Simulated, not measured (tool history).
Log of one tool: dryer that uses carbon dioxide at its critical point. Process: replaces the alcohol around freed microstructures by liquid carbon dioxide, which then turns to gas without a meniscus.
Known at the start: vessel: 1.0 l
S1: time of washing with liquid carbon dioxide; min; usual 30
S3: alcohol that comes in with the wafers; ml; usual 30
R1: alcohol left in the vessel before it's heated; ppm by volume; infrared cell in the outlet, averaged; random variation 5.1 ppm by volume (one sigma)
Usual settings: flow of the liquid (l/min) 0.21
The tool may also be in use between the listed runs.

{"run": 1, "hour": 0.0, "S1": 30, "flow of the liquid (l/min)": 0.21, "S3": 30, "R1": 176}
{"run": 2, "hour": 11.9, "S1": 30, "flow of the liquid (l/min)": 0.21, "S3": 30, "R1": 174}
{"run": 3, "hour": 22.0, "S1": 30, "flow of the liquid (l/min)": 0.21, "S3": 30, "R1": 177}
{"hour": 23.9, "done": "inlet filter changed"}
{"run": 4, "hour": 34.5, "S1": 30, "flow of the liquid (l/min)": 0.21, "S3": 30, "R1": 105}
{"run": 5, "hour": 47.0, "S1": 30, "flow of the liquid (l/min)": 0.248, "S3": 30, "R1": 58}
{"run": 6, "hour": 53.2, "S1": 30, "flow of the liquid (l/min)": 0.21, "S3": 30, "R1": 111}
{"run": 7, "hour": 61.0, "S1": 30, "flow of the liquid (l/min)": 0.21, "S3": 30, "R1": 117}
{"run": 8, "hour": 67.8, "S1": 30, "flow of the liquid (l/min)": 0.21, "S3": 30, "R1": 115}
{"run": 9, "hour": 75.5, "S1": 30, "flow of the liquid (l/min)": 0.21, "S3": 30, "R1": 117}
{"run": 10, "hour": 81.6, "S1": 30, "flow of the liquid (l/min)": 0.21, "S3": 30, "R1": 120}
{"run": 11, "hour": 93.3, "S1": 30, "flow of the liquid (l/min)": 0.21, "S3": 30, "R1": 126}
{"run": 12, "hour": 105.2, "S1": 30, "flow of the liquid (l/min)": 0.21, "S3": 30, "R1": 130}
{"run": 13, "hour": 114.2, "S1": 30, "flow of the liquid (l/min)": 0.131, "S3": 30, "R1": 865}
{"run": 14, "hour": 125.1, "S1": 30, "flow of the liquid (l/min)": 0.158, "S3": 30, "R1": 427}
{"run": 15, "hour": 131.0, "S1": 30, "flow of the liquid (l/min)": 0.158, "S3": 30, "R1": 425}
{"run": 16, "hour": 138.4, "S1": 30, "flow of the liquid (l/min)": 0.189, "S3": 30, "R1": 204}
{"run": 17, "hour": 145.2, "S1": 30, "flow of the liquid (l/min)": 0.21, "S3": 30, "R1": 137}
{"run": 18, "hour": 157.0, "S1": 30, "flow of the liquid (l/min)": 0.21, "S3": 30, "R1": 137}
{"run": 19, "hour": 163.8, "S1": 30, "flow of the liquid (l/min)": 0.21, "S3": 30, "R1": 144}
{"run": 20, "hour": 174.5, "S1": 22, "flow of the liquid (l/min)": 0.21, "S3": 29, "R1": 461}
{"run": 21, "hour": 186.6, "S1": 22, "flow of the liquid (l/min)": 0.21, "S3": 29, "R1": 472}
{"run": 22, "hour": 195.7, "S1": 22, "flow of the liquid (l/min)": 0.21, "S3": 29, "R1": 462}
{"run": 23, "hour": 207.4, "S1": 39, "flow of the liquid (l/min)": 0.167, "S3": 49, "R1": 186}
{"run": 24, "hour": 213.6, "S1": 39, "flow of the liquid (l/min)": 0.167, "S3": 49, "R1": 198}
{"run": 25, "hour": 220.6, "S1": 39, "flow of the liquid (l/min)": 0.167, "S3": 49, "R1": 200}
{"run": 26, "hour": 231.8, "S1": 39, "flow of the liquid (l/min)": 0.167, "S3": 49, "R1": 211}
{"run": 27, "hour": 242.9, "S1": 39, "flow of the liquid (l/min)": 0.245, "S3": 28, "R1": 76}
{"run": 28, "hour": 254.5, "S1": 43, "flow of the liquid (l/min)": 0.249, "S3": 60, "R1": 80}
{"run": 29, "hour": 265.4, "S1": 43, "flow of the liquid (l/min)": 0.249, "S3": 60, "R1": 91}
{"run": 30, "hour": 271.3, "S1": 30, "flow of the liquid (l/min)": 0.212, "S3": 57, "R1": 259}
{"run": 31, "hour": 277.1, "S1": 30, "flow of the liquid (l/min)": 0.149, "S3": 30, "R1": 658}
{"run": 32, "hour": 289.2, "S1": 30, "flow of the liquid (l/min)": 0.149, "S3": 30, "R1": 672}
{"run": 33, "hour": 297.7, "S1": 30, "flow of the liquid (l/min)": 0.149, "S3": 30, "R1": 693}
{"run": 34, "hour": 306.0, "S1": 30, "flow of the liquid (l/min)": 0.149, "S3": 30, "R1": 672}
{"run": 35, "hour": 311.7, "S1": 20, "flow of the liquid (l/min)": 0.197, "S3": 76, "R1": 2354}
{"run": 36, "hour": 322.7, "S1": 35, "flow of the liquid (l/min)": 0.197, "S3": 53, "R1": 198}

Forecast each of these 4 alternatives for the next run:
{"run": "A", "hour": 333.5, "S1": 32, "flow of the liquid (l/min)": 0.154, "S3": 63, "R1": "?"}
{"run": "B", "hour": 333.5, "S1": 30, "flow of the liquid (l/min)": 0.325, "S3": 30, "R1": "?"}
{"run": "C", "hour": 333.5, "S1": 30, "flow of the liquid (l/min)": 0.313, "S3": 57, "R1": "?"}
{"run": "D", "hour": 333.5, "S1": 31, "flow of the liquid (l/min)": 0.199, "S3": 34, "R1": "?"}

run=A R1=927
run=B R1=89
run=C R1=95
run=D R1=238
Without the tool's hidden state the same runs would have given:
run=A R1=542
run=B R1=2
run=C R1=6
run=D R1=89
